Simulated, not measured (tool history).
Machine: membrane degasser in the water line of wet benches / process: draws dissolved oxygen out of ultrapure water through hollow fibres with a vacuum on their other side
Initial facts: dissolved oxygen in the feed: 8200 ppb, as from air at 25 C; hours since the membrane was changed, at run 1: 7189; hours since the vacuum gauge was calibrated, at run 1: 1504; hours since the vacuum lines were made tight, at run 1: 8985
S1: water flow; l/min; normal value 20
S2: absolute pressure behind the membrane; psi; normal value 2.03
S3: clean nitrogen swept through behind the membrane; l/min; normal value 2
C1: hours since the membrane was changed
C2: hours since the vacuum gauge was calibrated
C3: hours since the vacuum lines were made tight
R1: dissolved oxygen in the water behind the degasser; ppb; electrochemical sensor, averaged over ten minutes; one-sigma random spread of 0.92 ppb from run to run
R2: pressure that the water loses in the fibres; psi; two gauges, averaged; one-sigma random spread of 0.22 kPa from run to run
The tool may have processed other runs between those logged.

{"run": 1, "hour": 0.0, "S1": 20, "S2": 2.03, "S3": 2, "C1": 7189, "C2": 1504, "C3": 8985, "R1": 258.1, "R2": 7.825}
{"hour": 61.4, "done": "seals of the vacuum lines changed"}
{"run": 2, "hour": 125.9, "S1": 20, "S2": 3, "S3": 2, "C1": 7313, "C2": 1627, "C3": 64, "R1": 399.6, "R2": 7.833}
{"run": 3, "hour": 227.7, "S1": 24, "S2": 2.03, "S3": 2, "C1": 7415, "C2": 1729, "C3": 166, "R1": 301.7, "R2": 9.472}
{"run": 4, "hour": 413.6, "S1": 24, "S2": 2.03, "S3": 2, "C1": 7601, "C2": 1915, "C3": 352, "R1": 303.6, "R2": 9.442}
{"run": 5, "hour": 520.8, "S1": 24, "S2": 2.03, "S3": 2, "C1": 7708, "C2": 2022, "C3": 459, "R1": 305.5, "R2": 9.451}
{"run": 6, "hour": 709.8, "S1": 24, "S2": 2.03, "S3": 2, "C1": 7897, "C2": 2211, "C3": 648, "R1": 304.6, "R2": 9.487}
{"run": 7, "hour": 853.5, "S1": 20, "S2": 2.03, "S3": 2, "C1": 8040, "C2": 2355, "C3": 792, "R1": 255.8, "R2": 7.989}
{"run": 8, "hour": 988.9, "S1": 20, "S2": 2.03, "S3": 2, "C1": 8176, "C2": 2491, "C3": 928, "R1": 254.3, "R2": 7.89}
{"run": 9, "hour": 1130.7, "S1": 20, "S2": 2.03, "S3": 2, "C1": 8318, "C2": 2632, "C3": 1069, "R1": 253.1, "R2": 7.936}
{"run": 10, "hour": 1292.3, "S1": 20, "S2": 2.03, "S3": 2, "C1": 8479, "C2": 2794, "C3": 1231, "R1": 255.8, "R2": 7.974}
{"run": 11, "hour": 1457.0, "S1": 20, "S2": 3.77, "S3": 2, "C1": 8644, "C2": 2959, "C3": 1396, "R1": 517.5, "R2": 7.96}
{"run": 12, "hour": 1569.7, "S1": 20, "S2": 3.77, "S3": 2, "C1": 8757, "C2": 3071, "C3": 1508, "R1": 518.3, "R2": 7.938}
{"run": 13, "hour": 1672.7, "S1": 19, "S2": 4.64, "S3": 1.34, "C1": 8860, "C2": 3174, "C3": 1611, "R1": 858.6, "R2": 7.523}
{"run": 14, "hour": 1854.9, "S1": 19, "S2": 1.64, "S3": 4.76, "C1": 9042, "C2": 3356, "C3": 1793, "R1": 84.2, "R2": 7.606}
{"run": 15, "hour": 1952.1, "S1": 15, "S2": 1.28, "S3": 4.76, "C1": 9139, "C2": 3454, "C3": 1891, "R1": 45.8, "R2": 5.971}
{"run": 16, "hour": 2038.4, "S1": 14, "S2": 4.58, "S3": 2.6, "C1": 9225, "C2": 3540, "C3": 1977, "R1": 362.3, "R2": 5.571}
{"run": 17, "hour": 2189.8, "S1": 14, "S2": 1.77, "S3": 1.37, "C1": 9377, "C2": 3691, "C3": 2128, "R1": 218.8, "R2": 5.549}
{"run": 18, "hour": 2381.1, "S1": 31, "S2": 3.87, "S3": 4.76, "C1": 9568, "C2": 3883, "C3": 2320, "R1": 386.7, "R2": 12.311}
{"run": 19, "hour": 2570.6, "S1": 29, "S2": 3.41, "S3": 1.32, "C1": 9757, "C2": 4072, "C3": 2509, "R1": 914, "R2": 11.516}
{"run": 20, "hour": 2720.9, "S1": 18, "S2": 2.13, "S3": 2.59, "C1": 9908, "C2": 4222, "C3": 2659, "R1": 196, "R2": 7.207}
{"run": 21, "hour": 2833.6, "S1": 13, "S2": 3.71, "S3": 2.59, "C1": 10021, "C2": 4335, "C3": 2772, "R1": 272.3, "R2": 5.208}

Consider 5 possible next runs. They are alternatives, not a sequence: every one starts from the tool as it was left by run 21. What does each give?
{"run": "A", "hour": 2993.4, "S1": 18, "S2": 2.03, "S3": 1.66, "C1": 10180, "C2": 4495, "C3": 2932, "R1": "?", "R2": "?"}
{"run": "B", "hour": 2993.4, "S1": 20, "S2": 2.25, "S3": 0.94, "C1": 10180, "C2": 4495, "C3": 2932, "R1": "?", "R2": "?"}
{"run": "C", "hour": 2993.4, "S1": 18, "S2": 4.66, "S3": 2, "C1": 10180, "C2": 4495, "C3": 2932, "R1": "?", "R2": "?"}
{"run": "D", "hour": 2993.4, "S1": 13, "S2": 3.23, "S3": 2.59, "C1": 10180, "C2": 4495, "C3": 2932, "R1": "?", "R2": "?"}
{"run": "E", "hour": 2993.4, "S1": 13, "S2": 1.81, "S3": 2.59, "C1": 10180, "C2": 4495, "C3": 2932, "R1": "?", "R2": "?"}

run=A R1=277 R2=7.224
run=B R1=560.4 R2=8.002
run=C R1=591.9 R2=7.236
run=D R1=233.9 R2=5.158
run=E R1=116.7 R2=5.204
With the hidden condition removed and each run's random variation left untouched, the same runs would have given:
run=A R1=269.2 R2=6.728
run=B R1=548.5 R2=7.452
run=C R1=581.7 R2=6.743
run=D R1=228.2 R2=4.801
run=E R1=112.7 R2=4.849
